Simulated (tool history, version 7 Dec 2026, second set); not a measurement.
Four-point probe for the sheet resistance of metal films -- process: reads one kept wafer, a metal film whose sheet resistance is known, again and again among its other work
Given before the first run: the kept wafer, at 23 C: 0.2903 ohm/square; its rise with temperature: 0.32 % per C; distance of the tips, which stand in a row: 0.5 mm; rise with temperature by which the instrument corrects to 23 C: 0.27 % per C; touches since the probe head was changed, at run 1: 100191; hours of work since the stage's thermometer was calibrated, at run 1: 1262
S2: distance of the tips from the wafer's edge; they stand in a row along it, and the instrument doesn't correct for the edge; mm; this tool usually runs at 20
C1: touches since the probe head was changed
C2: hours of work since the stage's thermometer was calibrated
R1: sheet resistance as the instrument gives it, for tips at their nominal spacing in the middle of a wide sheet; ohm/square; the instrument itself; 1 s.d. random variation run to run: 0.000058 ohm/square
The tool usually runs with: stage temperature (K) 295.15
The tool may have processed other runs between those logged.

Run 1, day 0.000: usual settings; C1 100191; C2 1262. Result: R1 0.294739 ohm/square.
Run 2, day 2.879: usual settings; C1 103165; C2 1310. Result: R1 0.294922 ohm/square.
Run 3, day 4.142: usual settings; C1 104471; C2 1332. Result: R1 0.294969 ohm/square.
Run 4, day 5.679: usual settings but S2 25 mm; C1 106060; C2 1357. Result: R1 0.295018 ohm/square.
Run 5, day 8.204: usual settings but S2 25 mm; C1 108672; C2 1399. Result: R1 0.295149 ohm/square.
Run 6, day 9.450: usual settings but S2 25 mm; C1 109958; C2 1420. Result: R1 0.295174 ohm/square.
Run 7, day 11.112: usual settings; C1 111678; C2 1448. Result: R1 0.295149 ohm/square.
Run 8, day 12.383: usual settings but stage temperature (K) 305.15, S2 17 mm; C1 112990; C2 1469. Result: R1 0.296871 ohm/square.
Run 9, day 14.988: usual settings but stage temperature (K) 305.15, S2 17 mm; C1 115682; C2 1513. Result: R1 0.297097 ohm/square.
Run 10, day 17.854: usual settings but stage temperature (K) 305.15, S2 17 mm; C1 118645; C2 1560. Result: R1 0.297079 ohm/square.
Run 11, day 19.738: usual settings but stage temperature (K) 301.15, S2 6 mm; C1 120592; C2 1592. Result: R1 0.297593 ohm/square.
Run 12, day 21.862: usual settings but stage temperature (K) 292.15; C1 122790; C2 1627. Result: R1 0.295301 ohm/square.
Run 13, day 24.129: usual settings but stage temperature (K) 305.15, S2 42 mm; C1 125132; C2 1665. Result: R1 0.297239 ohm/square.
Run 14, day 26.908: usual settings but stage temperature (K) 305.15, S2 42 mm; C1 128007; C2 1712. Result: R1 0.297339 ohm/square.

What if the next run were any one of these 4? Each begins from the tool's condition after run 14:
Run A, day 29.771: usual settings but stage temperature (K) 292.15, S2 3 mm; C1 130965; C2 1759. Result: R1 ?.
Run B, day 29.771: usual settings but stage temperature (K) 291.15, S2 10 mm; C1 130965; C2 1759. Result: R1 ?.
Run C, day 29.771: usual settings but stage temperature (K) 296.15, S2 60 mm; C1 130965; C2 1759. Result: R1 ?.
Run D, day 29.771: usual settings but stage temperature (K) 297.15, S2 13 mm; C1 130965; C2 1759. Result: R1 ?.

run        R1
  A  0.299769
  B  0.295691
  C  0.296162
  D  0.296349
Without the tool's unlogged condition, the same runs would have read:
run        R1
  A  0.293911
  B  0.289906
  C  0.290377
  D  0.290563
